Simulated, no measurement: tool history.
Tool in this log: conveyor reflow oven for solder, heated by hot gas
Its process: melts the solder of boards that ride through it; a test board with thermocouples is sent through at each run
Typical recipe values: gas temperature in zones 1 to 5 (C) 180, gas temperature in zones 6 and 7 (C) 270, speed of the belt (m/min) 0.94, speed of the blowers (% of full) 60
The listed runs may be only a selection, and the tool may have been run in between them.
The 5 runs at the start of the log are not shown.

run   hour  gas temperature in zones 1 to 5 (C)  gas temperature in zones 6 and 7 (C)  speed of the belt (m/min)  speed of the blowers (% of full)  hours of work since the flux was cleaned out  hours of work since the belt drive was overhauled  hours of work since the thermocouples were changed  highest temperature of the board (C)  time above the solder's melting point (s)
  6    183                                  180                                   284                       0.94                                60                                           171                                                590                                                 416                                 262.3                                      38.03
  7    219                                  180                                   263                       0.94                                60                                           192                                                610                                                 437                                 244.8                                      30.34
  8  246.8                                  180                                   263                       0.94                                60                                           208                                                627                                                 453                                 244.5                                      30.28
  9  269.5                                  181                                   270                       0.94                                60                                           221                                                640                                                 466                                 250.6                                      33.55
     307.2  -- flux residue cleaned out of gas plates and filters
 10  318.5                                  181                                   270                       0.94                                60                                             7                                                665                                                 491                                 251.2                                      34.14
 11  357.9                                  181                                   270                       0.94                                60                                            29                                                688                                                 514                                 251.3                                      34.01
 12  388.7                                  180                                   270                       0.94                                60                                            47                                                706                                                 532                                 250.9                                      33.69
 13  417.6                                  176                                   270                       0.94                                60                                            64                                                723                                                 549                                 250.1                                       32.4
 14  453.2                                  180                                   270                       0.94                                68                                            85                                                744                                                 570                                 253.7                                      34.98
 15  472.1                                  180                                   270                       0.94                                60                                            96                                                755                                                 581                                 251.4                                      33.58
 16  502.3                                  180                                   270                       0.94                                60                                           113                                                772                                                 598                                 251.3                                       33.7
 17  525.6                                  179                                   259                      0.925                                56                                           127                                                786                                                 612                                   241                                      28.41
 18  550.9                                  180                                   282                       0.94                                60                                           142                                                800                                                 627                                 261.1                                      37.73
 19    572                                  180                                   282                       0.94                                60                                           154                                                813                                                 639                                 261.4                                      37.64
 20  593.4                                  180                                   282                       0.94                                60                                           166                                                825                                                 651                                   261                                      37.81
 21  618.3                                  190                                   282                      0.773                                60                                           181                                                840                                                 666                                 269.8                                      52.45

Predict the results of run 22:
 22  651.5                                  172                                   268                      0.887                                66                                           200                                                859                                                 685                                     ?                                          ?

highest temperature of the board (C): 251.6
time above the solder's melting point (s): 34.73
With the hidden condition absent and the run-to-run variation left alone, this run would have shown highest temperature of the board (C) 250.2, time above the solder's melting point (s) 33.87.

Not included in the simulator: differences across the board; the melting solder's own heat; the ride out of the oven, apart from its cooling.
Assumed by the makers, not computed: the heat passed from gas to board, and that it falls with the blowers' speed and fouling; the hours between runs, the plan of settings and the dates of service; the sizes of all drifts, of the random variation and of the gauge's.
